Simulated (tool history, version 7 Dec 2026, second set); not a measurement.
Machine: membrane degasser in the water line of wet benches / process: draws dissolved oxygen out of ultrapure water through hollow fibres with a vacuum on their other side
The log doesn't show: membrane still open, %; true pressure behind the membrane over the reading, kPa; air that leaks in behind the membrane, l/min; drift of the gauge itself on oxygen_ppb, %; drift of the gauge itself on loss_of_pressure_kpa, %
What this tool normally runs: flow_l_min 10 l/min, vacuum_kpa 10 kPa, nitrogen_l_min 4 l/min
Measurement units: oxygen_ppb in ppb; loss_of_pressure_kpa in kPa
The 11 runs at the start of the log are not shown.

| run | hour | flow_l_min | vacuum_kpa | nitrogen_l_min | hours since the membrane was changed | hours since the vacuum gauge was calibrated | hours since the vacuum lines were made tight | oxygen_ppb | loss_of_pressure_kpa |
|---|---|---|---|---|---|---|---|---|---|
| 12 | 483.9 | 10 | 10 | 4 | 1394 | 3384 | 3557 | 73.2 | 56.71 |
| 13 | 516.1 | 10 | 10 | 4 | 1426 | 3416 | 3589 | 73.9 | 56.7 |
| 14 | 558.3 | 10 | 10 | 4 | 1468 | 3458 | 3631 | 73.4 | 56.48 |
| 15 | 585.3 | 9 | 10 | 4 | 1495 | 3485 | 3658 | 60.5 | 50.63 |
| 16 | 629.6 | 9 | 10 | 4 | 1540 | 3530 | 3703 | 59.5 | 51.06 |
| 17 | 683.6 | 9 | 10 | 4 | 1594 | 3584 | 3757 | 59 | 50.81 |
| 18 | 746.6 | 9 | 10 | 4 | 1657 | 3647 | 3820 | 58.9 | 50.76 |
| 19 | 774.2 | 9 | 10 | 2.04 | 1684 | 3674 | 3847 | 96.8 | 50.98 |
| 20 | 809.4 | 9 | 11 | 4 | 1720 | 3709 | 3882 | 66.1 | 50.85 |
|  | 813.9 | vacuum gauge calibrated |
| 21 | 868 | 15 | 11 | 2.7 | 1778 | 54 | 3940 | 233 | 85.18 |
| 22 | 908 | 15 | 11 | 2.7 | 1818 | 94 | 3980 | 229.8 | 85.49 |
| 23 | 947.3 | 8 | 10.9 | 4.87 | 1857 | 133 | 4020 | 43.6 | 46.07 |
| 24 | 1001.1 | 8 | 10.9 | 4.87 | 1911 | 187 | 4073 | 45.5 | 45.32 |
| 25 | 1047.5 | 8 | 10.9 | 4.87 | 1957 | 234 | 4120 | 46 | 45.23 |
| 26 | 1093.2 | 8 | 11.1 | 8.17 | 2003 | 279 | 4166 | 32.6 | 45.56 |
| 27 | 1150.2 | 8 | 11.1 | 8.17 | 2060 | 336 | 4223 | 32.4 | 45.42 |
|  | 1178.7 | vacuum gauge calibrated, once more |
| 28 | 1203 | 8 | 11.1 | 8.17 | 2112 | 24 | 4275 | 32.4 | 45.15 |
| 29 | 1254.3 | 12 | 6 | 2.5 | 2163 | 76 | 4326 | 94.3 | 68.17 |
| 30 | 1282.8 | 11 | 9.7 | 11.19 | 2192 | 104 | 4355 | 61.5 | 62.92 |
| 31 | 1326.5 | 8 | 17 | 4 | 2236 | 148 | 4398 | 83.1 | 45.33 |
| 32 | 1362.5 | 10 | 16.9 | 3.6 | 2272 | 184 | 4434 | 125.1 | 57.04 |
| 33 | 1396.9 | 10 | 16.9 | 3.6 | 2306 | 218 | 4469 | 126.4 | 56.92 |

Consider 3 possible next runs. They are alternatives, not a sequence: every one starts from the tool as it was left by run 33. What does each give?
| A | 1460.5 | 7 | 10 | 4 | 2370 | 282 | 4532 | ? | ? |
| B | 1460.5 | 10 | 12.8 | 3.87 | 2370 | 282 | 4532 | ? | ? |
| C | 1460.5 | 10 | 10 | 4.13 | 2370 | 282 | 4532 | ? | ? |

| run | oxygen_ppb | loss_of_pressure_kpa |
|---|---|---|
| A | 36.7 | 40.26 |
| B | 94.2 | 57.34 |
| C | 74.6 | 57.38 |
Had the tool no hidden state, the same runs would have come out as:
| run | oxygen_ppb | loss_of_pressure_kpa |
|---|---|---|
| A | 34.9 | 39.2 |
| B | 88.9 | 55.84 |
| C | 69.5 | 55.87 |

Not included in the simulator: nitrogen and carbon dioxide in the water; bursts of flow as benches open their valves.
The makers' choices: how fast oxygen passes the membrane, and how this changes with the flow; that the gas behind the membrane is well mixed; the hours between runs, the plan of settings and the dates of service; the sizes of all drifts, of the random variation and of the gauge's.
